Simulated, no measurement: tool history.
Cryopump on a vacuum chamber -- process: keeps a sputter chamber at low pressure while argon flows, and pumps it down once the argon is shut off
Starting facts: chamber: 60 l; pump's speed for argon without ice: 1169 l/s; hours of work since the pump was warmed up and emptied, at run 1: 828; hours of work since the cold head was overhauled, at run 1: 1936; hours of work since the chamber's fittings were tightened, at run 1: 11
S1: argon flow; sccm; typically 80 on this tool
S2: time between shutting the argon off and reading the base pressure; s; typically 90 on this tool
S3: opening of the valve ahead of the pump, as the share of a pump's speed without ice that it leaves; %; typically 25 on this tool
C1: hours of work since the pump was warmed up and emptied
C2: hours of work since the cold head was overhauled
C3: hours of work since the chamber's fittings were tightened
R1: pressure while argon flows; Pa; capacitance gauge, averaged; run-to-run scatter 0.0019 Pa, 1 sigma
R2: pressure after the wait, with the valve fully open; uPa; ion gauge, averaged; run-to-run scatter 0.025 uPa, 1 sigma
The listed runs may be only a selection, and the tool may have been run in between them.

| run | day | S1 | S2 | S3 | C1 | C2 | C3 | R1 | R2 |
|---|---|---|---|---|---|---|---|---|---|
| 1 | 0.000 | 80 | 90 | 25 | 828 | 1936 | 11 | 0.4948 | 1.10 |
| 2 | 3.246 | 80 | 21 | 25 | 890 | 1998 | 73 | 0.4999 | 3.87 |
| 3 | 4.667 | 80 | 90 | 25 | 917 | 2025 | 100 | 0.5018 | 1.27 |
| 4 | 6.504 | 80 | 90 | 28 | 952 | 2060 | 135 | 0.4482 | 1.33 |
| 5 | 8.183 | 80 | 90 | 28 | 984 | 2092 | 167 | 0.4537 | 1.38 |
| 6 | 9.571 | 80 | 90 | 28 | 1010 | 2118 | 193 | 0.4544 | 1.48 |
|  | 10.312 | pump warmed up, emptied and cooled again |
| 7 | 12.558 | 41 | 90 | 28 | 43 | 2171 | 246 | 0.2145 | 1.39 |
| 8 | 15.042 | 80 | 90 | 25 | 90 | 2218 | 293 | 0.4665 | 1.44 |
| 9 | 17.083 | 80 | 90 | 25 | 129 | 2257 | 332 | 0.4677 | 1.45 |
| 10 | 19.962 | 80 | 90 | 25 | 184 | 2312 | 387 | 0.4662 | 1.48 |
| 11 | 21.842 | 80 | 90 | 56 | 219 | 2348 | 423 | 0.2150 | 1.58 |
| 12 | 25.167 | 73 | 192 | 32 | 283 | 2411 | 486 | 0.3394 | 1.21 |
| 13 | 27.696 | 159 | 28 | 27 | 331 | 2459 | 534 | 0.8746 | 3.51 |
| 14 | 30.038 | 159 | 28 | 27 | 375 | 2504 | 579 | 0.8784 | 3.52 |
| 15 | 31.921 | 159 | 28 | 27 | 411 | 2539 | 614 | 0.8740 | 3.58 |
| 16 | 34.562 | 159 | 28 | 27 | 461 | 2590 | 665 | 0.8906 | 3.57 |
| 17 | 37.758 | 54 | 100 | 25 | 522 | 2650 | 725 | 0.3258 | 1.97 |
| 18 | 39.367 | 110 | 100 | 19 | 553 | 2681 | 756 | 0.8608 | 1.99 |
| 19 | 42.317 | 32 | 90 | 16 | 609 | 2737 | 812 | 0.2987 | 2.21 |
| 20 | 44.467 | 80 | 147 | 25 | 650 | 2778 | 853 | 0.4854 | 1.96 |
| 21 | 47.333 | 80 | 147 | 25 | 704 | 2833 | 908 | 0.4869 | 2.08 |
| 22 | 49.054 | 80 | 100 | 18 | 737 | 2865 | 940 | 0.6725 | 2.37 |

How the hidden state differs across the entries between the runs, from the last listed run before each to the first after it:
After run 6, before run 7: pump warmed up, emptied and cooled again (day 10.312)
  pump's speed, % of a pump's without ice: 75 -> 98.6; cold plate's temperature, K: 12.76 -> 12.78; leak into the chamber, uPa l/s: 565 -> 633
  measured less the result without the state, R1: +0.0409 -> +0.0018 Pa; R2: +0.41 -> +0.32 uPa
